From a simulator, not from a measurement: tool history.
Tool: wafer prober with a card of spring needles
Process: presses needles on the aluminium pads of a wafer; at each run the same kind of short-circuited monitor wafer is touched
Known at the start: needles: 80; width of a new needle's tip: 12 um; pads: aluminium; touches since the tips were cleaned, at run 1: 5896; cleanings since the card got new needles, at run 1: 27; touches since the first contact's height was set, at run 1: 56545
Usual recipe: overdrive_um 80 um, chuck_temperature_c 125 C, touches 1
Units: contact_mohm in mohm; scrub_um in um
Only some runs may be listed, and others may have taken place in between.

run	day	overdrive_um	chuck_temperature_c	touches	touches since the tips were cleaned	cleanings since the card got new needles	touches since the first contact's height was set	contact_mohm	scrub_um
1	0.000	80	125	1	5896	27	56545	186	9.94
# day 0.200: tips cleaned on abrasive film
2	0.433	80	108	1	3206	28	62442	174	9.91
# day 0.838: tips cleaned on abrasive film
3	0.896	80	108	1	838	29	68787	151	9.93
4	1.354	80	125	1	7136	29	75085	188	9.92
# day 1.467: tips cleaned on abrasive film
5	1.833	80	125	1	5057	30	81625	183	9.91
# day 2.104: tips cleaned on abrasive film
6	2.329	80	54	1	3119	31	88434	159	9.92
7	2.667	80	54	1	7752	31	93067	179	9.90
# day 2.750: tips cleaned on abrasive film
8	2.892	61	54	1	1980	32	96137	161	7.53
# day 3.388: tips cleaned on abrasive film
9	3.425	80	125	1	535	33	103439	157	9.90
10	3.729	65	125	1	4690	33	107594	184	8.03
# day 4.008: tips cleaned on abrasive film
11	4.117	99	43	1	1503	34	112884	147	12.26
# day 4.629: tips cleaned on abrasive film
12	4.629	80	125	1	0	35	119924	153	9.88
13	4.979	80	65	3	4793	35	124717	146	9.87
# day 5.258: tips cleaned on abrasive film
14	5.371	80	65	3	1541	36	130081	142	9.89
15	5.700	76	65	2	6085	36	134625	162	9.41
# day 5.883: tips cleaned on abrasive film
16	6.129	65	38	1	3358	37	140454	167	8.01
17	6.412	65	38	1	7286	37	144382	182	8.00

How would selected steps in contact_mohm from run to run divide? Give the signed amount a tool lacking its hidden state would still show from settings, what came in and random variation, and the signed amount left for the hidden state, including any gauge scatter that is not in both of the compared results.
Hidden conditions of the tool in this case: debris on the tips, nm; way that the needles fall short of the set height, um; tips' diameter, um; drift of the gauge itself on contact_mohm, %; drift of the gauge itself on scrub_um, %.
Run 3 -> 4: chuck_temperature_c 108 -> 125. contact_mohm +37 mohm: hidden state +29, all else +8.

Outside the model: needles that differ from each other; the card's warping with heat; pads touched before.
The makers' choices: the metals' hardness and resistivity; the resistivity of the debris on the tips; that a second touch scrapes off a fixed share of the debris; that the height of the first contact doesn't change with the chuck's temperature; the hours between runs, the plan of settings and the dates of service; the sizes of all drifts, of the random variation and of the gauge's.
